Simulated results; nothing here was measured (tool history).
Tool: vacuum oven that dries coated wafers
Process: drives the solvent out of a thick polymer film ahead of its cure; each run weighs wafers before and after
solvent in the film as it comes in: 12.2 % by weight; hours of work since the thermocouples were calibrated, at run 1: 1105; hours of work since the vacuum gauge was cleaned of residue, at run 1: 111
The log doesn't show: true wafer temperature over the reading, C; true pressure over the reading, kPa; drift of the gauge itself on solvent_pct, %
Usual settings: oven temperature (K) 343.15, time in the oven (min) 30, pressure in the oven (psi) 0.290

| run | hour | oven temperature (K) | time in the oven (min) | pressure in the oven (psi) | hours of work since the thermocouples were calibrated | hours of work since the vacuum gauge was cleaned of residue | solvent left in the film (%) |
|---|---|---|---|---|---|---|---|
| 1 | 0.0 | 343.15 | 30 | 0.290 | 1105 | 111 | 2.39 |
| 2 | 17.5 | 343.15 | 30 | 0.290 | 1113 | 119 | 2.34 |
| 3 | 29.9 | 343.15 | 30 | 0.290 | 1118 | 124 | 2.38 |
| 4 | 47.0 | 343.15 | 30 | 0.290 | 1126 | 132 | 2.40 |
| 5 | 62.2 | 342.15 | 30 | 0.290 | 1133 | 139 | 2.64 |
| 6 | 80.2 | 342.15 | 30 | 0.290 | 1141 | 147 | 2.59 |
| 7 | 89.3 | 342.15 | 30 | 0.290 | 1145 | 151 | 2.62 |
| 8 | 101.8 | 342.15 | 30 | 0.290 | 1151 | 157 | 2.58 |
| 9 | 114.7 | 342.15 | 30 | 0.290 | 1157 | 163 | 2.58 |
| 10 | 125.4 | 343.15 | 30 | 0.290 | 1161 | 167 | 2.37 |
| 11 | 143.9 | 343.15 | 29 | 0.290 | 1170 | 176 | 2.45 |
| 12 | 161.4 | 343.15 | 29 | 0.290 | 1178 | 184 | 2.43 |
| 13 | 176.9 | 343.15 | 30 | 0.505 | 1185 | 191 | 3.28 |
| 14 | 197.6 | 343.15 | 30 | 0.505 | 1194 | 200 | 3.33 |
|  | 200.5 | oven's thermocouples calibrated |
| 15 | 213.6 | 343.15 | 30 | 0.505 | 6 | 206 | 3.11 |
| 16 | 223.5 | 343.15 | 30 | 0.505 | 10 | 211 | 3.11 |
| 17 | 242.4 | 343.15 | 30 | 0.505 | 19 | 219 | 3.14 |
| 18 | 264.2 | 343.15 | 30 | 0.290 | 29 | 229 | 2.23 |
| 19 | 284.9 | 343.15 | 30 | 0.338 | 38 | 238 | 2.37 |
| 20 | 301.3 | 340.15 | 28 | 0.505 | 45 | 246 | 4.04 |
| 21 | 320.4 | 344.15 | 28 | 0.260 | 54 | 254 | 2.08 |
|  | 326.9 | oven's thermocouples calibrated, once more |
| 22 | 336.2 | 344.15 | 28 | 0.260 | 4 | 260 | 2.69 |
| 23 | 346.1 | 338.15 | 17 | 0.290 | 9 | 265 | 6.03 |
| 24 | 364.6 | 338.15 | 17 | 0.290 | 17 | 273 | 6.06 |
| 25 | 377.5 | 338.15 | 22 | 0.669 | 23 | 279 | 6.90 |
| 26 | 391.3 | 338.15 | 33 | 0.212 | 29 | 285 | 3.60 |
| 27 | 413.1 | 338.15 | 33 | 0.212 | 39 | 295 | 3.67 |
| 28 | 433.0 | 338.15 | 33 | 0.715 | 48 | 304 | 6.21 |
| 29 | 444.2 | 338.15 | 33 | 0.715 | 53 | 309 | 6.22 |

Run 30 comes next. What will it give?
| 30 | 456.4 | 338.15 | 33 | 0.715 | 58 | 314 | ? |

solvent left in the film (%): 6.19
Without the tool's hidden state the same run would have given solvent left in the film (%) 6.06.

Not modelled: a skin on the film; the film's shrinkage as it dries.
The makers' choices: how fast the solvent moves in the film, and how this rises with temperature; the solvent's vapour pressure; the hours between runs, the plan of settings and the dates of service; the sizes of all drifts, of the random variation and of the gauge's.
